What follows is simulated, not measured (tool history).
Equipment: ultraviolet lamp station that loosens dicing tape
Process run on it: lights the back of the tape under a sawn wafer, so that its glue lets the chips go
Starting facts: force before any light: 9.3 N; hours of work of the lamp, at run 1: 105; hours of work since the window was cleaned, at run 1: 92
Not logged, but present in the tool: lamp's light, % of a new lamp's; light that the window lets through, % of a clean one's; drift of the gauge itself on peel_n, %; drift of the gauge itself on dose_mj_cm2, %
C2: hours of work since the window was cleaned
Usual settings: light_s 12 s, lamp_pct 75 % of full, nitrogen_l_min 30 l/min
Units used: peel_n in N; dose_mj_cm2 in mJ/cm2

{"run": 1, "hour": 0.0, "light_s": 12, "lamp_pct": 75, "nitrogen_l_min": 30, "hours of work of the lamp": 105, "C2": 92, "peel_n": 1.296, "dose_mj_cm2": 179}
{"run": 2, "hour": 8.4, "light_s": 12, "lamp_pct": 75, "nitrogen_l_min": 30, "hours of work of the lamp": 110, "C2": 97, "peel_n": 1.17, "dose_mj_cm2": 180}
{"run": 3, "hour": 16.2, "light_s": 12, "lamp_pct": 75, "nitrogen_l_min": 30, "hours of work of the lamp": 114, "C2": 101, "peel_n": 1.226, "dose_mj_cm2": 180}
{"run": 4, "hour": 20.4, "light_s": 12, "lamp_pct": 75, "nitrogen_l_min": 30, "hours of work of the lamp": 117, "C2": 104, "peel_n": 1.223, "dose_mj_cm2": 181}
{"run": 5, "hour": 28.3, "light_s": 12, "lamp_pct": 75, "nitrogen_l_min": 30, "hours of work of the lamp": 121, "C2": 108, "peel_n": 1.237, "dose_mj_cm2": 180}
{"run": 6, "hour": 36.0, "light_s": 12, "lamp_pct": 75, "nitrogen_l_min": 30, "hours of work of the lamp": 126, "C2": 112, "peel_n": 1.275, "dose_mj_cm2": 177}
{"run": 7, "hour": 44.4, "light_s": 12, "lamp_pct": 75, "nitrogen_l_min": 30, "hours of work of the lamp": 130, "C2": 117, "peel_n": 1.211, "dose_mj_cm2": 178}
{"run": 8, "hour": 49.6, "light_s": 12, "lamp_pct": 75, "nitrogen_l_min": 30, "hours of work of the lamp": 133, "C2": 120, "peel_n": 1.272, "dose_mj_cm2": 179}
{"run": 9, "hour": 54.5, "light_s": 9, "lamp_pct": 75, "nitrogen_l_min": 30, "hours of work of the lamp": 136, "C2": 123, "peel_n": 2.06, "dose_mj_cm2": 133}
{"run": 10, "hour": 62.2, "light_s": 9, "lamp_pct": 75, "nitrogen_l_min": 30, "hours of work of the lamp": 140, "C2": 127, "peel_n": 1.991, "dose_mj_cm2": 132}
{"run": 11, "hour": 68.4, "light_s": 9, "lamp_pct": 75, "nitrogen_l_min": 30, "hours of work of the lamp": 144, "C2": 131, "peel_n": 1.991, "dose_mj_cm2": 134}
{"run": 12, "hour": 74.1, "light_s": 9, "lamp_pct": 75, "nitrogen_l_min": 30, "hours of work of the lamp": 147, "C2": 134, "peel_n": 1.978, "dose_mj_cm2": 132}
{"run": 13, "hour": 77.9, "light_s": 9, "lamp_pct": 75, "nitrogen_l_min": 30, "hours of work of the lamp": 149, "C2": 136, "peel_n": 1.982, "dose_mj_cm2": 131}
{"run": 14, "hour": 85.9, "light_s": 9, "lamp_pct": 75, "nitrogen_l_min": 30, "hours of work of the lamp": 154, "C2": 141, "peel_n": 1.986, "dose_mj_cm2": 131}
{"run": 15, "hour": 92.2, "light_s": 9, "lamp_pct": 75, "nitrogen_l_min": 30, "hours of work of the lamp": 158, "C2": 144, "peel_n": 2.068, "dose_mj_cm2": 131}
{"run": 16, "hour": 98.2, "light_s": 9, "lamp_pct": 75, "nitrogen_l_min": 30, "hours of work of the lamp": 161, "C2": 148, "peel_n": 2.048, "dose_mj_cm2": 131}
{"run": 17, "hour": 102.6, "light_s": 9, "lamp_pct": 75, "nitrogen_l_min": 30, "hours of work of the lamp": 163, "C2": 150, "peel_n": 2.035, "dose_mj_cm2": 132}
{"run": 18, "hour": 109.2, "light_s": 9, "lamp_pct": 75, "nitrogen_l_min": 30, "hours of work of the lamp": 167, "C2": 154, "peel_n": 1.97, "dose_mj_cm2": 131}
{"run": 19, "hour": 115.7, "light_s": 9, "lamp_pct": 75, "nitrogen_l_min": 30, "hours of work of the lamp": 171, "C2": 158, "peel_n": 2.015, "dose_mj_cm2": 131}
{"run": 20, "hour": 124.2, "light_s": 9, "lamp_pct": 75, "nitrogen_l_min": 30, "hours of work of the lamp": 176, "C2": 163, "peel_n": 2.021, "dose_mj_cm2": 131}
{"run": 21, "hour": 128.8, "light_s": 12, "lamp_pct": 75, "nitrogen_l_min": 30, "hours of work of the lamp": 178, "C2": 165, "peel_n": 1.295, "dose_mj_cm2": 174}
{"run": 22, "hour": 132.8, "light_s": 12, "lamp_pct": 75, "nitrogen_l_min": 30, "hours of work of the lamp": 181, "C2": 168, "peel_n": 1.324, "dose_mj_cm2": 171}
{"run": 23, "hour": 139.8, "light_s": 9, "lamp_pct": 90, "nitrogen_l_min": 12, "hours of work of the lamp": 185, "C2": 172, "peel_n": 2.5, "dose_mj_cm2": 155}
{"run": 24, "hour": 147.0, "light_s": 9, "lamp_pct": 65, "nitrogen_l_min": 12, "hours of work of the lamp": 189, "C2": 176, "peel_n": 3.723, "dose_mj_cm2": 111}
{"run": 25, "hour": 151.5, "light_s": 9, "lamp_pct": 65, "nitrogen_l_min": 12, "hours of work of the lamp": 191, "C2": 178, "peel_n": 3.479, "dose_mj_cm2": 115}
{"run": 26, "hour": 160.0, "light_s": 9, "lamp_pct": 65, "nitrogen_l_min": 12, "hours of work of the lamp": 196, "C2": 183, "peel_n": 3.482, "dose_mj_cm2": 111}
{"run": 27, "hour": 168.6, "light_s": 12, "lamp_pct": 69, "nitrogen_l_min": 21, "hours of work of the lamp": 201, "C2": 188, "peel_n": 1.873, "dose_mj_cm2": 160}
{"run": 28, "hour": 175.1, "light_s": 20, "lamp_pct": 76, "nitrogen_l_min": 44, "hours of work of the lamp": 205, "C2": 192, "peel_n": 0.37, "dose_mj_cm2": 290}
{"run": 29, "hour": 183.4, "light_s": 20, "lamp_pct": 76, "nitrogen_l_min": 44, "hours of work of the lamp": 209, "C2": 196, "peel_n": 0.38, "dose_mj_cm2": 288}
{"run": 30, "hour": 187.2, "light_s": 20, "lamp_pct": 76, "nitrogen_l_min": 44, "hours of work of the lamp": 212, "C2": 199, "peel_n": 0.363, "dose_mj_cm2": 286}
{"run": 31, "hour": 195.4, "light_s": 16, "lamp_pct": 82, "nitrogen_l_min": 30, "hours of work of the lamp": 216, "C2": 203, "peel_n": 0.647, "dose_mj_cm2": 251}
{"run": 32, "hour": 202.5, "light_s": 12, "lamp_pct": 65, "nitrogen_l_min": 28, "hours of work of the lamp": 220, "C2": 207, "peel_n": 1.815, "dose_mj_cm2": 148}
{"run": 33, "hour": 211.2, "light_s": 14, "lamp_pct": 61, "nitrogen_l_min": 49, "hours of work of the lamp": 225, "C2": 212, "peel_n": 1.133, "dose_mj_cm2": 161}
{"run": 34, "hour": 219.2, "light_s": 14, "lamp_pct": 61, "nitrogen_l_min": 49, "hours of work of the lamp": 230, "C2": 217, "peel_n": 1.123, "dose_mj_cm2": 164}
{"run": 35, "hour": 228.4, "light_s": 13, "lamp_pct": 63, "nitrogen_l_min": 59, "hours of work of the lamp": 235, "C2": 222, "peel_n": 1.122, "dose_mj_cm2": 156}
{"run": 36, "hour": 235.9, "light_s": 13, "lamp_pct": 63, "nitrogen_l_min": 25, "hours of work of the lamp": 239, "C2": 226, "peel_n": 1.762, "dose_mj_cm2": 153}
{"run": 37, "hour": 245.0, "light_s": 13, "lamp_pct": 63, "nitrogen_l_min": 27, "hours of work of the lamp": 245, "C2": 231, "peel_n": 1.635, "dose_mj_cm2": 156}
{"run": 38, "hour": 253.4, "light_s": 9, "lamp_pct": 92, "nitrogen_l_min": 21, "hours of work of the lamp": 249, "C2": 236, "peel_n": 1.991, "dose_mj_cm2": 153}
{"run": 39, "hour": 257.7, "light_s": 7, "lamp_pct": 75, "nitrogen_l_min": 15, "hours of work of the lamp": 252, "C2": 239, "peel_n": 3.715, "dose_mj_cm2": 100}
{"run": 40, "hour": 262.2, "light_s": 12, "lamp_pct": 64, "nitrogen_l_min": 30, "hours of work of the lamp": 254, "C2": 241, "peel_n": 1.757, "dose_mj_cm2": 142}
{"run": 41, "hour": 271.2, "light_s": 9, "lamp_pct": 93, "nitrogen_l_min": 33, "hours of work of the lamp": 259, "C2": 246, "peel_n": 1.504, "dose_mj_cm2": 156}
{"run": 42, "hour": 276.8, "light_s": 10, "lamp_pct": 76, "nitrogen_l_min": 59, "hours of work of the lamp": 263, "C2": 250, "peel_n": 1.314, "dose_mj_cm2": 145}
{"run": 43, "hour": 281.9, "light_s": 8, "lamp_pct": 75, "nitrogen_l_min": 30, "hours of work of the lamp": 266, "C2": 252, "peel_n": 2.53, "dose_mj_cm2": 111}

Some steps in peel_n between neighbouring runs. How much of each would the tool show without its hidden state too (settings, what came in, random variation), and how much is left for the hidden state, with any gauge scatter that isn't in both results?
Run 26 -> 27: light_s 9 -> 12, lamp_pct 65 -> 69, nitrogen_l_min 12 -> 21. peel_n -1.609 N: hidden state -0.045, all else -1.564.
Run 27 -> 28: light_s 12 -> 20, lamp_pct 69 -> 76, nitrogen_l_min 21 -> 44. peel_n -1.503 N: hidden state -0.227, all else -1.276.
Run 31 -> 32: light_s 16 -> 12, lamp_pct 82 -> 65, nitrogen_l_min 30 -> 28. peel_n +1.168 N: hidden state +0.175, all else +0.993.
Run 38 -> 39: light_s 9 -> 7, lamp_pct 92 -> 75, nitrogen_l_min 21 -> 15. peel_n +1.724 N: hidden state +0.062, all else +1.662.
Run 39 -> 40: light_s 7 -> 12, lamp_pct 75 -> 64, nitrogen_l_min 15 -> 30. peel_n -1.958 N: hidden state -0.088, all else -1.87.
Run 42 -> 43: light_s 10 -> 8, lamp_pct 76 -> 75, nitrogen_l_min 59 -> 30. peel_n +1.216 N: hidden state +0.127, all else +1.089.

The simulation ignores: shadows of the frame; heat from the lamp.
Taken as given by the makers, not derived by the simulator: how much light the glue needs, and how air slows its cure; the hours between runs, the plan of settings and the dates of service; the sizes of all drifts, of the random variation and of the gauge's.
